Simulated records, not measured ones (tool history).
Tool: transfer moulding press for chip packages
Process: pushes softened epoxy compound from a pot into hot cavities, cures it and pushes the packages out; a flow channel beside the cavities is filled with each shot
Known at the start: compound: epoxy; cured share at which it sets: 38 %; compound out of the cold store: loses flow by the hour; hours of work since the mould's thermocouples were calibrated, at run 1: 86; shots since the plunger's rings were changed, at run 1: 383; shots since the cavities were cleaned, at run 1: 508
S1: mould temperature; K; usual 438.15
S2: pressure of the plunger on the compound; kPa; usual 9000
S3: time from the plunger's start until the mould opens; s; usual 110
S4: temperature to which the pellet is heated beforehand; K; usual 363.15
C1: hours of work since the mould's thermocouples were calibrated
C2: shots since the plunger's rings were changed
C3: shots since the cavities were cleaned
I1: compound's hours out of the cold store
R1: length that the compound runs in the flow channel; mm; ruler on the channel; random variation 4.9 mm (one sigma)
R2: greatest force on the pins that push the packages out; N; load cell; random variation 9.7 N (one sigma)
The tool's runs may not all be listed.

run   hour      S1     S2   S3      S4   C1    C2   C3    I1   R1    R2
  1      0  438.15   9000  110  363.15   86   383  508   8.4  540   672
  2    7.1  438.15   9000  110  363.15   89   443  568  33.4  472   671
  3   13.7  438.15   6930  110  363.15   93   499  624    13  471   727
        16  -- cavities cleaned with cleaning compound and waxed
  4   22.5  438.15   6930  110  363.15   97   561   55  47.2  393   731
  5   32.9  438.15   6930  110  363.15  102   649  143   9.7  473   831
      44.4  -- cavities cleaned with cleaning compound and waxed, once more
  6   44.9  438.15   6930  110  363.15  107   737    4  30.8  414   451
  7     53  438.15  10250  110  363.15  112   806   73  26.3  520   494
  8   60.7  442.15   8770  110  363.15  116   871  138  21.2  484   462
  9   70.9  432.15   9120  110  371.15  121   957  224  24.6  506   836
 10   78.2  445.15   9000  110  366.15  125  1019  286  47.4  421   453
 11   88.4  434.15   9490  110  359.15  130  1105  372  44.1  466   763
 12   98.7  434.15   9490   93  359.15  136  1192  459    17  528  1312
 13  108.4  445.15   9000  110  363.15  141  1274  541  12.8  515   535
 14  117.3  434.15  10190  110  363.15  145  1349  616   8.9  571   988

Measured less the same run without the tool's hidden state. The same run-to-run variation is in both; the gauge's scatter may not be:
The hidden state here: true mould temperature over the reading, C; pressure that reaches the compound, % of what is set; grip of the stained cavities, % over clean ones'; drift of the gauge itself on flow_mm, %; drift of the gauge itself on push_out_n, %.
run   R1    R2
  1   -4  +217
  2   -3  +225
  3   -3  +255
  4   -3  +315
  5   -5  +363
  6   -5    +4
  7   -6   +44
  8   -7   +68
  9   -7  +177
 10   -6  +112
 11   -8  +217
 12   -9  +414
 13   -9  +181
 14  -12  +354
